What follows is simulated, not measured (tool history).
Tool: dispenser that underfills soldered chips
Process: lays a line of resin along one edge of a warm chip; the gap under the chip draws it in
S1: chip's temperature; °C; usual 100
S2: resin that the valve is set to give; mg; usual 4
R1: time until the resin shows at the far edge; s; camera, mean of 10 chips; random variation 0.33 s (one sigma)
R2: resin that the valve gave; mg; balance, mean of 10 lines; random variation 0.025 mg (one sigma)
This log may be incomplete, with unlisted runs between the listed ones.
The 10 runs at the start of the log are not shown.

Run 11, hour 42.4: usual settings but S2 3.64 mg. Result: R1 23.8 s, R2 3.48 mg.
At hour 45.3: new syringe of resin.
At hour 47.1: dispensing valve cleaned and set on the balance.
Run 12, hour 49.8: usual settings but S2 3.64 mg. Result: R1 15.7 s, R2 3.59 mg.
Run 13, hour 55.1: usual settings but S1 91 °C. Result: R1 26.1 s, R2 3.97 mg.
Run 14, hour 61.2: usual settings but S1 102 °C. Result: R1 23.5 s, R2 3.92 mg.
At hour 62.1: new syringe of resin.
Run 15, hour 66.1: usual settings but S2 5.07 mg. Result: R1 15 s, R2 4.97 mg.
Run 16, hour 71.5: usual settings but S1 103 °C. Result: R1 18.1 s, R2 3.94 mg.
At hour 77.9: new syringe of resin.
Run 17, hour 78: usual settings but S1 103 °C. Result: R1 12.1 s, R2 3.93 mg.
Run 18, hour 83.7: usual settings. Result: R1 16.5 s, R2 3.91 mg.
Run 19, hour 88.3: usual settings but S1 91 °C, S2 4.05 mg. Result: R1 28.2 s, R2 3.95 mg.
At hour 93.9: new syringe of resin.
Run 20, hour 94.5: usual settings but S1 91 °C, S2 4.05 mg. Result: R1 19 s, R2 3.95 mg.
Run 21, hour 100.4: usual settings but S1 95 °C, S2 5.16 mg. Result: R1 20 s, R2 5.01 mg.
Run 22, hour 105.8: usual settings but S1 95 °C, S2 5.16 mg. Result: R1 25.7 s, R2 4.99 mg.
At hour 109.6: new syringe of resin.
Run 23, hour 109.6: usual settings but S1 95 °C, S2 5.16 mg. Result: R1 14.8 s, R2 4.95 mg.
Run 24, hour 116.1: usual settings but S1 101 °C, S2 3.51 mg. Result: R1 18.4 s, R2 3.41 mg.
Run 25, hour 119.9: usual settings but S1 92 °C, S2 4.83 mg. Result: R1 25.8 s, R2 4.67 mg.
At hour 125.4: new syringe of resin.
Run 26, hour 126: usual settings but S1 92 °C, S2 4.83 mg. Result: R1 17.3 s, R2 4.67 mg.
Run 27, hour 132.3: usual settings but S1 92 °C, S2 4.83 mg. Result: R1 22 s, R2 4.6 mg.
Run 28, hour 135.9: usual settings but S1 89 °C, S2 3.46 mg. Result: R1 31.9 s, R2 3.28 mg.
Run 29, hour 140: usual settings but S1 99 °C, S2 3.83 mg. Result: R1 26.3 s, R2 3.65 mg.
At hour 141.3: new syringe of resin.
At hour 143.2: dispensing valve cleaned and set on the balance.
Run 30, hour 144: usual settings but S1 99 °C, S2 3.83 mg. Result: R1 14.5 s, R2 3.87 mg.
Run 31, hour 148.9: usual settings but S1 104 °C, S2 3.88 mg. Result: R1 14.9 s, R2 3.84 mg.
Run 32, hour 154.9: usual settings but S1 112 °C, S2 4.57 mg. Result: R1 15.1 s, R2 4.53 mg.
At hour 158: new syringe of resin.
Run 33, hour 161.5: usual settings but S2 4.88 mg. Result: R1 14.4 s, R2 4.86 mg.
Run 34, hour 164.4: usual settings but S2 4.8 mg. Result: R1 16.6 s, R2 4.74 mg.
Run 35, hour 168.5: usual settings but S2 4.8 mg. Result: R1 19.4 s, R2 4.77 mg.

Predict each of these 5 candidate next runs independently; none follows another, all start after run 35:
Run A, hour 171.9: usual settings but S1 93 °C, S2 4.63 mg. Result: R1 ?, R2 ?.
Run B, hour 171.9: usual settings but S1 98 °C, S2 4.25 mg. Result: R1 ?, R2 ?.
Run C, hour 171.9: usual settings but S1 95 °C, S2 3.9 mg. Result: R1 ?, R2 ?.
Run D, hour 171.9: usual settings but S1 92 °C, S2 4.31 mg. Result: R1 ?, R2 ?.
Run E, hour 171.9: usual settings but S2 4.22 mg. Result: R1 ?, R2 ?.

run    R1    R2
  A  29.8  4.58
  B  25.2  4.21
  C  28.4  3.87
  D  30.2  4.24
  E  22.7  4.19
Without the tool's unlogged condition, the same runs would have read:
run    R1    R2
  A  16.6  4.64
  B  14.1  4.26
  C  15.8  3.92
  D  16.8   4.3
  E  12.4  4.24

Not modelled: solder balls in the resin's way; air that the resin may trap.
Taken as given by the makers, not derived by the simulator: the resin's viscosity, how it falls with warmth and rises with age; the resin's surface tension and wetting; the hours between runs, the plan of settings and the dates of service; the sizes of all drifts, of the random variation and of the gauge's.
